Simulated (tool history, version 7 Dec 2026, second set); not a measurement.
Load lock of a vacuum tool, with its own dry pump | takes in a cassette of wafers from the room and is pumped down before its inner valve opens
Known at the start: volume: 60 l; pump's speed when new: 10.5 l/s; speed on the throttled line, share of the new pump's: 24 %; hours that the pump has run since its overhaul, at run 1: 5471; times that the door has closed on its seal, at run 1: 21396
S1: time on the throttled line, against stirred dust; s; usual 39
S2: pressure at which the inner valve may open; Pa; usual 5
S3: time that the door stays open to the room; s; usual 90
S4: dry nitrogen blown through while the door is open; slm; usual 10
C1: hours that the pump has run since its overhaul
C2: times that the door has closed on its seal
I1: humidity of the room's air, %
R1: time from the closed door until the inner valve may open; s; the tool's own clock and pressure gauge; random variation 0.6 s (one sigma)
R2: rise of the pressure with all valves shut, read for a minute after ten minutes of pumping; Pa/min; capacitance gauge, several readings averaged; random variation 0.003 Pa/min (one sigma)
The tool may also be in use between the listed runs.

run 1 hour=0.0 | S1=39 S2=5 S3=90 S4=10 | C1=5471 C2=21396 | I1=46.4 | R1=87.3 R2=0.022
run 2 hour=101.6 | S1=39 S2=5 S3=90 S4=10 | C1=5572 C2=21687 | I1=44.4 | R1=87.6 R2=0.024
run 3 hour=252.2 | S1=39 S2=5 S3=90 S4=10 | C1=5723 C2=22117 | I1=44.6 | R1=86.1 R2=0.024
run 4 hour=346.3 | S1=39 S2=5 S3=90 S4=10 | C1=5817 C2=22386 | I1=47.3 | R1=86.4 R2=0.022
run 5 hour=521.6 | S1=39 S2=5 S3=90 S4=10 | C1=5992 C2=22887 | I1=47.1 | R1=87.0 R2=0.030
run 6 hour=734.9 | S1=39 S2=5 S3=90 S4=10 | C1=6206 C2=23497 | I1=42.8 | R1=87.5 R2=0.023
run 7 hour=838.0 | S1=39 S2=5 S3=90 S4=10 | C1=6309 C2=23792 | I1=48.6 | R1=85.8 R2=0.027
run 8 hour=939.5 | S1=78 S2=5 S3=90 S4=10 | C1=6410 C2=24083 | I1=42.7 | R1=116.2 R2=0.021
run 9 hour=1135.2 | S1=78 S2=5 S3=90 S4=10 | C1=6606 C2=24642 | I1=44.8 | R1=116.9 R2=0.019
run 10 hour=1276.7 | S1=39 S2=5 S3=90 S4=10 | C1=6747 C2=25047 | I1=43.7 | R1=87.1 R2=0.022
run 11 hour=1437.9 | S1=39 S2=5 S3=90 S4=10 | C1=6909 C2=25508 | I1=46.6 | R1=86.6 R2=0.022
run 12 hour=1566.0 | S1=39 S2=5 S3=90 S4=28 | C1=7037 C2=25874 | I1=47.8 | R1=87.0 R2=0.017
run 13 hour=1681.2 | S1=39 S2=5 S3=90 S4=28 | C1=7152 C2=26203 | I1=48.1 | R1=87.1 R2=0.015
run 14 hour=1827.9 | S1=39 S2=5 S3=90 S4=28 | C1=7299 C2=26623 | I1=49.6 | R1=86.7 R2=0.016
run 15 hour=1920.2 | S1=39 S2=5 S3=90 S4=28 | C1=7391 C2=26887 | I1=43.4 | R1=88.1 R2=0.018
run 16 hour=2115.8 | S1=39 S2=5 S3=90 S4=28 | C1=7586 C2=27446 | I1=45.3 | R1=87.2 R2=0.017
run 17 hour=2320.2 | S1=39 S2=5 S3=90 S4=19 | C1=7791 C2=28031 | I1=42.4 | R1=86.4 R2=0.018
run 18 hour=2472.7 | S1=39 S2=5 S3=90 S4=19 | C1=7943 C2=28467 | I1=46.0 | R1=87.0 R2=0.018
run 19 hour=2596.4 | S1=39 S2=5 S3=90 S4=19 | C1=8067 C2=28820 | I1=43.7 | R1=87.1 R2=0.023
-- hour=2706.1 door's seal changed, seat wiped
run 20 hour=2711.7 | S1=39 S2=5 S3=90 S4=19 | C1=8181 C2=16 | I1=47.7 | R1=86.8 R2=0.020
run 21 hour=2823.9 | S1=39 S2=5 S3=90 S4=19 | C1=8293 C2=337 | I1=47.2 | R1=86.9 R2=0.010
run 22 hour=2956.4 | S1=39 S2=5 S3=90 S4=25 | C1=8426 C2=716 | I1=43.7 | R1=87.3 R2=0.013
run 23 hour=3054.4 | S1=35 S2=5 S3=90 S4=10 | C1=8524 C2=996 | I1=42.4 | R1=84.2 R2=0.017
run 24 hour=3250.3 | S1=35 S2=5 S3=90 S4=10 | C1=8719 C2=1556 | I1=44.1 | R1=83.8 R2=0.022
run 25 hour=3350.8 | S1=28 S2=5 S3=59 S4=9 | C1=8820 C2=1843 | I1=49.5 | R1=78.2 R2=0.019
run 26 hour=3488.6 | S1=28 S2=5 S3=59 S4=9 | C1=8958 C2=2237 | I1=45.4 | R1=78.4 R2=0.020
run 27 hour=3646.2 | S1=61 S2=5 S3=137 S4=7 | C1=9115 C2=2688 | I1=46.1 | R1=103.5 R2=0.027
run 28 hour=3766.5 | S1=32 S2=5 S3=158 S4=10 | C1=9236 C2=3032 | I1=45.4 | R1=80.9 R2=0.029
run 29 hour=3920.1 | S1=48 S2=5 S3=236 S4=10 | C1=9389 C2=3471 | I1=46.2 | R1=93.8 R2=0.038
run 30 hour=4122.4 | S1=71 S2=5 S3=127 S4=10 | C1=9591 C2=4050 | I1=44.8 | R1=111.6 R2=0.029
run 31 hour=4219.9 | S1=23 S2=5 S3=127 S4=35 | C1=9689 C2=4329 | I1=44.8 | R1=74.4 R2=0.014
run 32 hour=4319.7 | S1=57 S2=4 S3=153 S4=13 | C1=9789 C2=4614 | I1=44.1 | R1=102.3 R2=0.025
run 33 hour=4519.8 | S1=45 S2=5 S3=139 S4=9 | C1=9989 C2=5186 | I1=44.8 | R1=91.9 R2=0.030
run 34 hour=4715.8 | S1=48 S2=5 S3=215 S4=30 | C1=10185 C2=5746 | I1=42.5 | R1=93.7 R2=0.015
run 35 hour=4829.6 | S1=58 S2=5 S3=90 S4=7 | C1=10299 C2=6072 | I1=43.6 | R1=100.2 R2=0.020
run 36 hour=4986.8 | S1=58 S2=5 S3=138 S4=6 | C1=10456 C2=6522 | I1=45.0 | R1=101.1 R2=0.034
run 37 hour=5152.2 | S1=58 S2=5 S3=138 S4=6 | C1=10621 C2=6995 | I1=45.8 | R1=100.5 R2=0.031
run 38 hour=5292.0 | S1=21 S2=8 S3=138 S4=6 | C1=10761 C2=7394 | I1=45.1 | R1=70.6 R2=0.033

Forecast each of these 3 alternatives for the next run:
run A hour=5421.3 | S1=50 S2=6 S3=138 S4=8 | C1=10890 C2=7764 | I1=42.5 | R1=? R2=?
run B hour=5421.3 | S1=39 S2=8 S3=113 S4=6 | C1=10890 C2=7764 | I1=47.0 | R1=? R2=?
run C hour=5421.3 | S1=62 S2=8 S3=138 S4=6 | C1=10890 C2=7764 | I1=47.1 | R1=? R2=?

run=A R1=94.0 R2=0.026
run=B R1=83.4 R2=0.032
run=C R1=103.3 R2=0.039
Without the tool's hidden state the same runs would have given:
run=A R1=94.0 R2=0.026
run=B R1=83.4 R2=0.032
run=C R1=103.3 R2=0.039
